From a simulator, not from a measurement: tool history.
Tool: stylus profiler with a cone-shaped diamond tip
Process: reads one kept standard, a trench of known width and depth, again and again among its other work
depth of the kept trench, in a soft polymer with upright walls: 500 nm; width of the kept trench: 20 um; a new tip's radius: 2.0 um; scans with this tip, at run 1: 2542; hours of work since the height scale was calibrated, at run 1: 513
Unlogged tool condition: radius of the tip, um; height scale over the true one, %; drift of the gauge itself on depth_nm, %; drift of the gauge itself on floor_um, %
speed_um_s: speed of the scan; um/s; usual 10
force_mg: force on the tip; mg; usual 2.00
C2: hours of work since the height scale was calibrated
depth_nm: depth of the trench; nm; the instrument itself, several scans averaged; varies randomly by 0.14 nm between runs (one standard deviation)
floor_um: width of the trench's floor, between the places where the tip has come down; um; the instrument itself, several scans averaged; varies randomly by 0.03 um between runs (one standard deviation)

run 1 hour=0.0 | speed_um_s=10 force_mg=2.00 | scans_with_this_tip=2542 C2=513 | depth_nm=503.11 floor_um=16.97
run 2 hour=33.1 | speed_um_s=10 force_mg=2.00 | scans_with_this_tip=2664 C2=538 | depth_nm=503.35 floor_um=16.87
run 3 hour=99.0 | speed_um_s=10 force_mg=2.00 | scans_with_this_tip=2909 C2=587 | depth_nm=503.09 floor_um=16.91
run 4 hour=132.3 | speed_um_s=10 force_mg=2.00 | scans_with_this_tip=3032 C2=612 | depth_nm=503.38 floor_um=16.88
run 5 hour=163.4 | speed_um_s=10 force_mg=2.01 | scans_with_this_tip=3147 C2=635 | depth_nm=503.25 floor_um=16.81
run 6 hour=198.2 | speed_um_s=10 force_mg=2.01 | scans_with_this_tip=3276 C2=661 | depth_nm=503.53 floor_um=16.78
run 7 hour=246.7 | speed_um_s=10 force_mg=0.90 | scans_with_this_tip=3456 C2=697 | depth_nm=502.65 floor_um=16.80
run 8 hour=279.9 | speed_um_s=10 force_mg=0.90 | scans_with_this_tip=3579 C2=722 | depth_nm=502.47 floor_um=16.82
run 9 hour=315.0 | speed_um_s=10 force_mg=0.90 | scans_with_this_tip=3709 C2=749 | depth_nm=502.54 floor_um=16.78
run 10 hour=366.1 | speed_um_s=10 force_mg=0.90 | scans_with_this_tip=3899 C2=787 | depth_nm=502.97 floor_um=16.75
run 11 hour=431.7 | speed_um_s=10 force_mg=5.99 | scans_with_this_tip=4142 C2=836 | depth_nm=506.37 floor_um=16.72
run 12 hour=505.3 | speed_um_s=10 force_mg=5.99 | scans_with_this_tip=4415 C2=891 | depth_nm=506.50 floor_um=16.73
-- hour=571.4 height scale calibrated on a step standard
run 13 hour=571.4 | speed_um_s=10 force_mg=2.90 | scans_with_this_tip=4658 C2=0 | depth_nm=503.14 floor_um=16.65
run 14 hour=607.0 | speed_um_s=9 force_mg=2.39 | scans_with_this_tip=4790 C2=27 | depth_nm=502.86 floor_um=16.63
run 15 hour=676.5 | speed_um_s=7 force_mg=0.92 | scans_with_this_tip=5047 C2=79 | depth_nm=501.39 floor_um=16.61
run 16 hour=729.2 | speed_um_s=3 force_mg=2.92 | scans_with_this_tip=5243 C2=118 | depth_nm=503.04 floor_um=16.63
run 17 hour=760.1 | speed_um_s=28 force_mg=0.75 | scans_with_this_tip=5357 C2=141 | depth_nm=501.66 floor_um=16.52
run 18 hour=820.0 | speed_um_s=28 force_mg=0.75 | scans_with_this_tip=5579 C2=186 | depth_nm=501.66 floor_um=16.50
run 19 hour=857.3 | speed_um_s=28 force_mg=0.75 | scans_with_this_tip=5717 C2=214 | depth_nm=501.54 floor_um=16.49
run 20 hour=899.3 | speed_um_s=2 force_mg=1.16 | scans_with_this_tip=5873 C2=245 | depth_nm=502.42 floor_um=16.55
run 21 hour=961.5 | speed_um_s=15 force_mg=1.37 | scans_with_this_tip=6104 C2=292 | depth_nm=502.75 floor_um=16.48
run 22 hour=1012.5 | speed_um_s=33 force_mg=4.10 | scans_with_this_tip=6293 C2=330 | depth_nm=504.42 floor_um=16.50
run 23 hour=1049.9 | speed_um_s=16 force_mg=2.00 | scans_with_this_tip=6432 C2=358 | depth_nm=503.25 floor_um=16.49
run 24 hour=1103.1 | speed_um_s=16 force_mg=2.00 | scans_with_this_tip=6629 C2=398 | depth_nm=503.39 floor_um=16.46
run 25 hour=1174.4 | speed_um_s=7 force_mg=2.06 | scans_with_this_tip=6893 C2=451 | depth_nm=503.15 floor_um=16.34
run 26 hour=1245.7 | speed_um_s=7 force_mg=2.06 | scans_with_this_tip=7157 C2=504 | depth_nm=503.49 floor_um=16.39

Forecast each of these 3 alternatives for the next run:
run A hour=1318.4 | speed_um_s=16 force_mg=2.06 | scans_with_this_tip=7427 C2=559 | depth_nm=? floor_um=?
run B hour=1318.4 | speed_um_s=34 force_mg=1.08 | scans_with_this_tip=7427 C2=559 | depth_nm=? floor_um=?
run C hour=1318.4 | speed_um_s=7 force_mg=0.73 | scans_with_this_tip=7427 C2=559 | depth_nm=? floor_um=?

run=A depth_nm=503.25 floor_um=16.34
run=B depth_nm=503.29 floor_um=16.31
run=C depth_nm=502.48 floor_um=16.38
With the hidden condition removed and each run's random variation left untouched, the same runs would have given:
run=A depth_nm=502.07 floor_um=17.30
run=B depth_nm=502.11 floor_um=17.28
run=C depth_nm=501.30 floor_um=17.34
